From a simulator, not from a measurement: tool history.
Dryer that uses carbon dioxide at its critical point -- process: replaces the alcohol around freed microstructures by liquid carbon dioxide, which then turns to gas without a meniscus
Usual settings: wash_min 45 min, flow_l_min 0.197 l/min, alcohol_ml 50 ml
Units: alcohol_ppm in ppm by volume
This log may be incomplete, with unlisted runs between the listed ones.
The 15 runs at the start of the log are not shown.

run   hour  wash_min  flow_l_min  alcohol_ml  alcohol_ppm
 16  196.6        45       0.235          50          119
 17  213.9        45       0.235          50          135
 18  226.2        45       0.235          50          130
 19  238.4        45       0.288          70          120
 20  252.5        45       0.288          70          126
 21  270.2        45       0.317          70          133
 22    288        47       0.153          63          308
 23  301.2        41       0.154          42          373
 24  318.9        45       0.178          75          254
 25  331.9        45       0.178          75          255
 26  345.5        45       0.178          75          251
 27  364.3        42       0.197          26          169
 28  379.2        58        0.17          90          180
 29  394.7        58        0.17          90          185
 30  404.5        57       0.307          46          142
 31  416.2        66       0.241          26          134
 32  427.2        66       0.231          29          142
 33  439.5        66       0.231          29          144
 34  458.7        66       0.231          29          152
 35  469.3        59       0.197          86          170

4 ways to go on from here, each from the tool as it stands after run 35. What would each give?
  A  482.8        34       0.302          50            ?
  B  482.8        50       0.197          50            ?
  C  482.8        59       0.197          27            ?
  D  482.8        52       0.262          57            ?

run  alcohol_ppm
  A          170
  B          165
  C          155
  D          151
With no hidden state in the tool, these same runs would have given:
run  alcohol_ppm
  A           17
  B           13
  C            8
  D            1
